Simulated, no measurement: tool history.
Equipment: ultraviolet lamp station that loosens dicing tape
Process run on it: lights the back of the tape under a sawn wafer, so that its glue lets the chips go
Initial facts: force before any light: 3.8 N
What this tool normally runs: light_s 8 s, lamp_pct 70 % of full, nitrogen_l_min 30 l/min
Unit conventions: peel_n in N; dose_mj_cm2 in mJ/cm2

run     day  light_s  lamp_pct  nitrogen_l_min  peel_n  dose_mj_cm2
  1   0.000        8        70              30   0.343          456
  2   0.542        8        70              30   0.327          452
  3   1.112        8        70              18   0.407          458
  4   1.908        8        70              18   0.416          462
  5   2.779        8        70              30   0.334          453
  6   3.454        8        70              30   0.320          454
  7   4.146        8        70              30   0.331          455
  8   4.612        8        70              18   0.416          457
  9   5.308       15        70              30   0.198          856
 10   5.750       15        70              30   0.210          853
 11   6.508        8        70              30   0.321          457
 12   7.362        8        70              30   0.331          452
 13   7.821       13        70              10   0.280          736
 14   8.442       13        70              10   0.266          744
 15   8.829       13        67              45   0.230          706
 16   9.342       13        97              51   0.201         1018
 17  10.138       12        82              52   0.212          802
 18  10.808        6        70              39   0.457          341
 19  11.296        6        70              39   0.463          337
 20  12.033       12        86              38   0.213          840
 21  12.729        8        70              28   0.334          454

Forecast each of these 5 alternatives for the next run:
  A  13.571       10        62              58       ?            ?
  B  13.571        4        63              30       ?            ?
  C  13.571       12        70              28       ?            ?
  D  13.571        6        70              30       ?            ?
  E  13.571        8        70              28       ?            ?

run  peel_n  dose_mj_cm2
  A   0.254          504
  B   1.029          204
  C   0.229          680
  D   0.498          339
  E   0.341          455
What these runs would have given with no unlogged condition in the tool:
run  peel_n  dose_mj_cm2
  A   0.253          506
  B   1.026          204
  C   0.229          682
  D   0.496          340
  E   0.340          457

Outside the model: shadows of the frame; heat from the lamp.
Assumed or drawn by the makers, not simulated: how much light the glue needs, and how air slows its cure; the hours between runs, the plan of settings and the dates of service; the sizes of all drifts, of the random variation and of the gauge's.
